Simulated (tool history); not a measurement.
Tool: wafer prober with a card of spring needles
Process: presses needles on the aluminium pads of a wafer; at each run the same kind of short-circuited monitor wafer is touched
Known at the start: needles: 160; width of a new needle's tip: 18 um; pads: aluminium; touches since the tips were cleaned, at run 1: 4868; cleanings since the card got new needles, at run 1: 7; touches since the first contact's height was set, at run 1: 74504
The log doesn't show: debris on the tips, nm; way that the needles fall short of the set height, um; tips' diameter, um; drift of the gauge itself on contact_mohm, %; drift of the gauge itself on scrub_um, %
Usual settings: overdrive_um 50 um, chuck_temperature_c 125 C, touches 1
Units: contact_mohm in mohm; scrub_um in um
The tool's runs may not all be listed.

run   hour  overdrive_um  chuck_temperature_c  touches  touches since the tips were cleaned  cleanings since the card got new needles  touches since the first contact's height was set  contact_mohm  scrub_um
  1    0.0            50                  125        1                                 4868                                         7                                             74504           311     12.73
       8.4  -- tips cleaned on abrasive film
  2   11.2            50                  125        1                                 1421                                         8                                             80020           310     12.76
  3   24.3            57                  125        1                                 7911                                         8                                             86510           308     14.48
      26.7  -- tips cleaned on abrasive film
  4   43.8            50                   28        1                                 8451                                         9                                             96113           278     12.77
      45.0  -- tips cleaned on abrasive film
  5   61.9            50                   30        1                                 8392                                        10                                            105038           277     12.76
      63.2  -- tips cleaned on abrasive film
  6   72.2            50                   30        1                                 4460                                        11                                            110090           281     12.77
      82.1  -- tips cleaned on abrasive film
  7   83.4            50                  125        1                                  630                                        12                                            115590           308     12.80
     100.4  -- tips cleaned on abrasive film
  8  106.1            50                  125        2                                 2808                                        13                                            126800           311     12.79
     119.1  -- tips cleaned on abrasive film
  9  121.6            50                  125        1                                 1249                                        14                                            134449           307     12.80
 10  134.8            50                  125        1                                 7801                                        14                                            141001           308     12.84
     137.2  -- tips cleaned on abrasive film
     155.6  -- tips cleaned on abrasive film
 11  158.1            50                  125        1                                 1268                                        16                                            152457           307     12.83
 12  173.4            50                   27        1                                 8841                                        16                                            160030           276     12.80
     174.6  -- tips cleaned on abrasive film
 13  192.1            50                  125        2                                 8658                                        17                                            169243           310     12.76
     194.0  -- tips cleaned on abrasive film
 14  209.4            50                  125        2                                 7658                                        18                                            177799           313     12.79
     212.7  -- tips cleaned on abrasive film
 15  220.3            32                  125        2                                 3767                                        19                                            183137           323      8.14
     230.7  -- tips cleaned on abrasive film
 16  230.7            46                   85        1                                    0                                        20                                            188236           296     11.75
 17  244.6            48                  125        1                                 6868                                        20                                            195104           313     12.22
     249.7  -- tips cleaned on abrasive film
 18  260.6            37                  125        1                                 5367                                        21                                            202997           318      9.51
     268.2  -- tips cleaned on abrasive film
 19  281.9            37                  125        1                                 6761                                        22                                            213510           323      9.52
     287.5  -- tips cleaned on abrasive film
 20  298.6            37                  125        1                                 5465                                        23                                            221730           315      9.49
     306.8  -- tips cleaned on abrasive film
 21  314.0            50                   32        1                                 3571                                        24                                            229347           274     12.76
     325.2  -- tips cleaned on abrasive film
 22  325.2            41                   87        2                                    0                                        25                                            234855           305     10.44
     343.3  -- height of the first contact set anew
     344.6  -- tips cleaned on abrasive film
 23  349.1            41                   87        2                                 2208                                        26                                              2815           302     10.41
     363.9  -- tips cleaned on abrasive film
 24  373.6            50                  118        1                                 4828                                        27                                             14938           308     12.76
     382.2  -- tips cleaned on abrasive film
 25  394.2            41                   26        1                                 5913                                        28                                             25063           277     10.42

The next listed run, before its measurement:
     400.2  -- tips cleaned on abrasive film
 26  413.1            50                   77        2                                 6361                                        29                                             34384             ?         ?

{"run 26": {"contact_mohm": 290, "scrub_um": 12.75}}
Without the tool's hidden state the same run would have given contact_mohm 290 mohm, scrub_um 12.75 um.

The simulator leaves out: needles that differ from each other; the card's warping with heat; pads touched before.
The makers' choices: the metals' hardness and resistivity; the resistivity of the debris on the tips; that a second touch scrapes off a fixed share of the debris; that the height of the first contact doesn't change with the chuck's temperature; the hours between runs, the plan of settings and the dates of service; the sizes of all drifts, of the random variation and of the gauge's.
